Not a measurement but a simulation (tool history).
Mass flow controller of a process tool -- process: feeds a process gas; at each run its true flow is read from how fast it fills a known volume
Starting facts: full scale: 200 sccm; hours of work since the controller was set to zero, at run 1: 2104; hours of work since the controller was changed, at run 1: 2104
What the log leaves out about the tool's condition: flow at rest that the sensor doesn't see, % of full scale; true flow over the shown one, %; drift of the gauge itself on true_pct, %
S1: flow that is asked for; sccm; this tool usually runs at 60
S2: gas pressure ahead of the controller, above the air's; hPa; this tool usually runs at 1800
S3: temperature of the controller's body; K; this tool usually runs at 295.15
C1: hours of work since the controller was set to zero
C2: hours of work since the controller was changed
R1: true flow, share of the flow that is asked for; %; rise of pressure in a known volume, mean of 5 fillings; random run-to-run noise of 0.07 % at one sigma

run	hour	S1	S2	S3	C1	C2	R1
1	0.0	60	1800	295.15	2104	2104	98.43
2	81.7	60	1800	295.15	2165	2165	98.53
3	170.2	60	1800	295.15	2231	2231	98.38
4	284.3	60	1800	295.15	2316	2316	98.53
5	439.3	60	2520	295.15	2432	2432	98.78
6	541.3	60	1670	295.15	2508	2508	98.36
7	686.5	60	1680	295.15	2616	2616	98.13
8	829.8	60	1680	295.15	2723	2723	98.57
9	922.4	23	1800	295.15	2792	2792	97.93
10	1028.4	23	1800	297.15	2871	2871	97.75
11	1188.2	23	1800	297.15	2990	2990	97.84
12	1351.0	23	1800	297.15	3111	3111	97.84
13	1433.9	23	1800	297.15	3173	3173	97.91
14	1533.3	60	1800	303.15	3247	3247	97.81
15	1671.0	60	1800	303.15	3350	3350	97.92
16	1843.9	60	1800	303.15	3479	3479	97.93
17	1957.7	60	1800	303.15	3564	3564	97.83
18	2127.2	62	2520	295.15	3690	3690	98.95
19	2205.1	34	1800	302.15	3748	3748	97.64
20	2318.5	34	1800	302.15	3833	3833	97.55
21	2465.8	83	1650	295.15	3942	3942	98.57
22	2623.5	34	2020	297.15	4060	4060	98.12
23	2783.7	34	2020	297.15	4179	4179	98.05
24	2881.0	34	2020	297.15	4252	4252	98.14
25	3054.5	34	2020	297.15	4381	4381	98.03
26	3140.2	34	2020	297.15	4445	4445	98.15
27	3242.8	34	2020	297.15	4522	4522	98.14
28	3412.3	34	2020	297.15	4648	4648	98.21
29	3524.5	21	2620	295.15	4732	4732	98.45
30	3660.6	21	2620	295.15	4833	4833	98.37
31	3751.0	66	2620	296.15	4901	4901	98.91

What if the next run were any one of these 5? Each begins from the tool's condition after run 31:
A	3924.3	66	2620	293.15	5030	5030	?
B	3924.3	27	1420	297.15	5030	5030	?
C	3924.3	66	2620	308.15	5030	5030	?
D	3924.3	61	2510	298.15	5030	5030	?
E	3924.3	21	1560	301.15	5030	5030	?

run	R1
A	99.13
B	97.70
C	97.96
D	98.55
E	97.52
Had the tool no hidden state, the same runs would have come out as:
run	R1
A	99.13
B	97.69
C	97.96
D	98.55
E	97.50

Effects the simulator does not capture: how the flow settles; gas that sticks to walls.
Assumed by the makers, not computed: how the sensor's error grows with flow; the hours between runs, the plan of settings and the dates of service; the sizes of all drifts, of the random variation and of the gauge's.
